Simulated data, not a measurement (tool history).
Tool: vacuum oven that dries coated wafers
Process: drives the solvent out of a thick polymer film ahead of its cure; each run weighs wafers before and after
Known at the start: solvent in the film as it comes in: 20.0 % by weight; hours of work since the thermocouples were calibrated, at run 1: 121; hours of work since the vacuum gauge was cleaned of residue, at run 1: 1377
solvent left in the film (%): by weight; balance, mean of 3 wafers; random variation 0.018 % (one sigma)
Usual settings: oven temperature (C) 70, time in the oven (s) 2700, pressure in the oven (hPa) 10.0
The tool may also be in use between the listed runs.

run	hour	oven temperature (C)	time in the oven (s)	pressure in the oven (hPa)	hours of work since the thermocouples were calibrated	hours of work since the vacuum gauge was cleaned of residue	solvent left in the film (%)
1	0.0	70	2700	10.0	121	1377	2.08
2	37.2	70	2700	10.0	140	1396	2.08
3	91.9	70	2700	10.0	167	1424	2.10
4	148.9	70	2700	10.0	196	1452	2.08
5	188.0	70	2700	10.0	216	1472	2.11
6	260.0	70	2700	10.0	253	1509	2.08
7	292.8	70	2700	10.0	269	1525	2.06
8	341.7	70	2700	35.2	294	1550	3.77
9	383.2	75	2580	25.2	315	1571	2.13
10	417.4	70	2700	38.0	332	1589	3.91
11	479.1	68	2700	38.0	364	1620	4.51
12	536.1	61	3840	31.7	393	1649	5.18
13	598.9	70	1680	39.7	424	1681	5.77
14	634.6	70	2040	39.7	442	1699	4.96
15	710.4	67	3420	5.7	481	1737	1.63

5 ways to go on from here, each from the tool as it stands after run 15. What would each give?
A	761.9	72	3420	5.7	507	1763	?
B	761.9	67	2040	28.9	507	1763	?
C	761.9	65	3420	13.1	507	1763	?
D	761.9	74	3240	24.5	507	1763	?
E	761.9	67	3420	31.9	507	1763	?

run	solvent left in the film (%)
A	0.92
B	5.25
C	2.68
D	1.86
E	3.69
Without the tool's hidden state the same runs would have given:
run	solvent left in the film (%)
A	0.79
B	5.15
C	2.52
D	1.74
E	3.55

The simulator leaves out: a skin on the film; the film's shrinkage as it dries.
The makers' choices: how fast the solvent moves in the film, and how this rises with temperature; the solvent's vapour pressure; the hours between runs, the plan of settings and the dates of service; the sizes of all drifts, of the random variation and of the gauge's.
